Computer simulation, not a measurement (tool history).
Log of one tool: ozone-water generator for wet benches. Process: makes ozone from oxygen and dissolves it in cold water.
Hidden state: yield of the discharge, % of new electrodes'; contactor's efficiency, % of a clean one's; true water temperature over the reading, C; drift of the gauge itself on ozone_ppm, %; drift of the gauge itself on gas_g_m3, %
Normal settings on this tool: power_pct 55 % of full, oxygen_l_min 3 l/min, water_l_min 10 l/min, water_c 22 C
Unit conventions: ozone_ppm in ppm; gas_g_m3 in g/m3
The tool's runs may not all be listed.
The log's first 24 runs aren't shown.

run    hour  power_pct  oxygen_l_min  water_l_min  water_c  hours of work since the electrodes were changed  hours of work since the contactor was cleaned  hours of work since the thermometer was calibrated  ozone_ppm  gas_g_m3
 25  1084.7         55          2.64           11       22                                             1859                                            322                                                3190       23.7     226.9
 26  1122.3         95             3            7       26                                             1886                                            348                                                3217       36.4     270.1
 27  1147.9         95             3            7       26                                             1904                                            366                                                3235       36.3     272.4
 28  1203.1         70          1.52           14       14                                             1943                                            405                                                3274       23.9     363.2
 29  1266.1         55           3.8           11       22                                             1988                                            450                                                3319       22.2     176.2
 30  1304.2         44          3.94           13       22                                             2015                                            477                                                3346       17.9     155.9
 31  1351.4         72          3.79            9       26                                             2048                                            511                                                3380       26.3     201.4
 32  1392.3         72          3.79            9       26                                             2077                                            540                                                3409       25.9       203

Each row is a separate what-if for the run after 32, all from the same tool condition, not one after another. Results?
  A  1438.3         53          3.79            9       26                                             2110                                            572                                                3441          ?         ?
  B  1438.3         55          4.77           16       22                                             2110                                            572                                                3441          ?         ?
  C  1438.3         55             3           10       15                                             2110                                            572                                                3441          ?         ?
  D  1438.3         46             3           10       14                                             2110                                            572                                                3441          ?         ?

run  ozone_ppm  gas_g_m3
  A       22.3     175.3
  B       17.1     151.2
  C       27.7     207.1
  D       25.3       190
Stripped of hidden state, with their random variation kept, the same runs would have yielded:
run  ozone_ppm  gas_g_m3
  A       23.9     184.9
  B       18.3     159.7
  C       29.6     218.6
  D       26.9     199.4
